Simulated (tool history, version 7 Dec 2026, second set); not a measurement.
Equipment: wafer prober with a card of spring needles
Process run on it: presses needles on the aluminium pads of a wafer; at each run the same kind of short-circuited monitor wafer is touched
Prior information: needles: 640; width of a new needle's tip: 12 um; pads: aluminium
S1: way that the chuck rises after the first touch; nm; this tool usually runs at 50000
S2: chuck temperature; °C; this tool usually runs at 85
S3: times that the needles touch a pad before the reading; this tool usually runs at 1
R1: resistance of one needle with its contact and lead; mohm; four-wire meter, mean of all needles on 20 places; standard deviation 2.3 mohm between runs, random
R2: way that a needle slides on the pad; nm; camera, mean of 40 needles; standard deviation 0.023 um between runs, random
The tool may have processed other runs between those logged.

run 1 hour=0.0 | S1=50000 S2=85 S3=1 | R1=312 R2=12990
-- hour=3.1 tips cleaned on abrasive film
-- hour=15.3 tips cleaned on abrasive film
-- hour=30.4 tips cleaned on abrasive film
-- hour=45.6 tips cleaned on abrasive film
-- hour=45.9 height of the first contact set anew
run 2 hour=46.7 | S1=54000 S2=85 S3=1 | R1=294 R2=14340
-- hour=58.9 tips cleaned on abrasive film
-- hour=71.0 tips cleaned on abrasive film
-- hour=86.2 tips cleaned on abrasive film
run 3 hour=87.8 | S1=54000 S2=85 S3=1 | R1=293 R2=14240
-- hour=100.0 tips cleaned on abrasive film
-- hour=115.1 tips cleaned on abrasive film
run 4 hour=120.5 | S1=54000 S2=85 S3=1 | R1=302 R2=14220
-- hour=129.7 tips cleaned on abrasive film
-- hour=144.8 tips cleaned on abrasive film
-- hour=160.0 tips cleaned on abrasive film
-- hour=172.1 tips cleaned on abrasive film
-- hour=186.0 tips cleaned on abrasive film
run 5 hour=186.0 | S1=54000 S2=85 S3=1 | R1=291 R2=14090
-- hour=201.1 tips cleaned on abrasive film
-- hour=216.3 tips cleaned on abrasive film
-- hour=231.5 tips cleaned on abrasive film
-- hour=243.6 tips cleaned on abrasive film
run 6 hour=250.4 | S1=50000 S2=48 S3=1 | R1=299 R2=12910
-- hour=253.7 height of the first contact set anew
-- hour=256.8 tips cleaned on abrasive film
-- hour=268.9 tips cleaned on abrasive film
-- hour=281.1 tips cleaned on abrasive film
-- hour=296.3 tips cleaned on abrasive film
run 7 hour=296.4 | S1=50000 S2=48 S3=1 | R1=275 R2=13150
-- hour=308.6 tips cleaned on abrasive film
-- hour=320.7 tips cleaned on abrasive film
-- hour=332.9 tips cleaned on abrasive film
run 8 hour=336.4 | S1=50000 S2=51 S3=1 | R1=293 R2=13040
-- hour=345.5 tips cleaned on abrasive film
-- hour=360.7 tips cleaned on abrasive film
-- hour=375.9 tips cleaned on abrasive film
-- hour=388.0 tips cleaned on abrasive film
-- hour=401.2 tips cleaned on abrasive film
run 9 hour=401.2 | S1=59000 S2=85 S3=1 | R1=282 R2=15390
-- hour=416.4 tips cleaned on abrasive film
-- hour=428.5 tips cleaned on abrasive film
-- hour=443.6 tips cleaned on abrasive film
run 10 hour=443.6 | S1=45000 S2=31 S3=1 | R1=276 R2=11590
-- hour=455.8 tips cleaned on abrasive film
-- hour=462.1 height of the first contact set anew
-- hour=471.3 tips cleaned on abrasive film
-- hour=486.4 tips cleaned on abrasive film
run 11 hour=492.2 | S1=45000 S2=31 S3=1 | R1=296 R2=11880
-- hour=501.4 tips cleaned on abrasive film
-- hour=513.5 tips cleaned on abrasive film
-- hour=528.7 tips cleaned on abrasive film
-- hour=540.8 tips cleaned on abrasive film
run 12 hour=552.3 | S1=45000 S2=31 S3=1 | R1=307 R2=11810
-- hour=555.4 tips cleaned on abrasive film
-- hour=567.6 tips cleaned on abrasive film
-- hour=582.7 tips cleaned on abrasive film
-- hour=594.9 tips cleaned on abrasive film
-- hour=610.1 tips cleaned on abrasive film
-- hour=622.2 tips cleaned on abrasive film
run 13 hour=626.0 | S1=41000 S2=76 S3=2 | R1=305 R2=10610
-- hour=635.1 tips cleaned on abrasive film
-- hour=647.3 tips cleaned on abrasive film
-- hour=662.5 tips cleaned on abrasive film
run 14 hour=664.6 | S1=46000 S2=45 S3=1 | R1=284 R2=11840
-- hour=670.9 height of the first contact set anew
-- hour=677.1 tips cleaned on abrasive film
-- hour=689.2 tips cleaned on abrasive film
-- hour=704.4 tips cleaned on abrasive film
-- hour=716.5 tips cleaned on abrasive film
-- hour=728.7 tips cleaned on abrasive film
run 15 hour=735.6 | S1=39000 S2=85 S3=3 | R1=298 R2=10210
-- hour=741.7 tips cleaned on abrasive film
-- hour=753.9 tips cleaned on abrasive film
-- hour=769.1 tips cleaned on abrasive film
-- hour=781.7 tips cleaned on abrasive film
run 16 hour=781.7 | S1=39000 S2=85 S3=3 | R1=290 R2=10110
-- hour=793.9 tips cleaned on abrasive film
-- hour=809.0 tips cleaned on abrasive film
run 17 hour=820.3 | S1=31000 S2=77 S3=1 | R1=356 R2=7970

For some of the steps in R1 from one run to the next: how much would appear even if the tool had no hidden state, given the settings, what came in and random variation, and how much remains for the hidden state plus any gauge scatter that the measured result and the result without hidden state don't share?
Unlogged tool condition in this case: debris on the tips, nm; way that the needles fall short of the set height, um; tips' diameter, um; drift of the gauge itself on contact_mohm, %; drift of the gauge itself on scrub_um, %.
Run 16 -> 17: S1 39000 -> 31000, S2 85 -> 77, S3 3 -> 1, tips cleaned on abrasive film, tips cleaned on abrasive film. R1 +66 mohm: hidden state +68, all else -2.
